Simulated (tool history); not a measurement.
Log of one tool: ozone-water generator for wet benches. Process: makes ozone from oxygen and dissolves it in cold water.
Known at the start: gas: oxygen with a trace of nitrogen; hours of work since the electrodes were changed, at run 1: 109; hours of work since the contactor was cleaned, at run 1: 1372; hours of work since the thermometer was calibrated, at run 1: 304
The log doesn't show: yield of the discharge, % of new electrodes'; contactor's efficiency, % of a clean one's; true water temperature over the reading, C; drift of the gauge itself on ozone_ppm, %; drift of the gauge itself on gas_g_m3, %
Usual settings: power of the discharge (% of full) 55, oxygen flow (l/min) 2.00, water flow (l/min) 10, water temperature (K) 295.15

run	hour	power of the discharge (% of full)	oxygen flow (l/min)	water flow (l/min)	water temperature (K)	hours of work since the electrodes were changed	hours of work since the contactor was cleaned	hours of work since the thermometer was calibrated	dissolved ozone (ppm)	ozone in the gas ahead of the water (g/m3)
1	0.0	55	2.00	10	295.15	109	1372	304	10.6	132.5
2	63.2	82	2.00	10	295.15	170	1433	364	14.1	176.1
3	126.5	55	2.00	10	295.15	231	1494	426	10.9	132.8
4	168.6	55	1.14	10	295.15	272	1534	466	9.0	158.7
5	241.5	55	1.14	10	295.15	342	1605	536	8.8	158.4
6	300.5	55	1.14	10	295.15	399	1662	593	8.9	159.9
7	355.1	55	1.14	10	295.15	452	1714	646	8.8	159.0
8	391.4	55	2.00	10	295.15	487	1749	681	10.6	129.9
9	441.2	55	2.00	10	295.15	535	1797	729	10.5	132.7
10	498.5	55	2.00	10	295.15	590	1852	784	10.6	132.0
11	549.1	55	1.57	10	295.15	639	1901	833	9.7	143.3
12	615.7	66	2.00	10	295.15	703	1965	897	12.1	148.8

The next listed run, before its measurement:
13	657.8	58	1.30	15	297.15	744	2006	938	?	?

Run 13 gave dissolved ozone (ppm) 6.2, ozone in the gas ahead of the water (g/m3) 158.1.
Without the tool's hidden state the same run would have given dissolved ozone (ppm) 6.5, ozone in the gas ahead of the water (g/m3) 159.7.

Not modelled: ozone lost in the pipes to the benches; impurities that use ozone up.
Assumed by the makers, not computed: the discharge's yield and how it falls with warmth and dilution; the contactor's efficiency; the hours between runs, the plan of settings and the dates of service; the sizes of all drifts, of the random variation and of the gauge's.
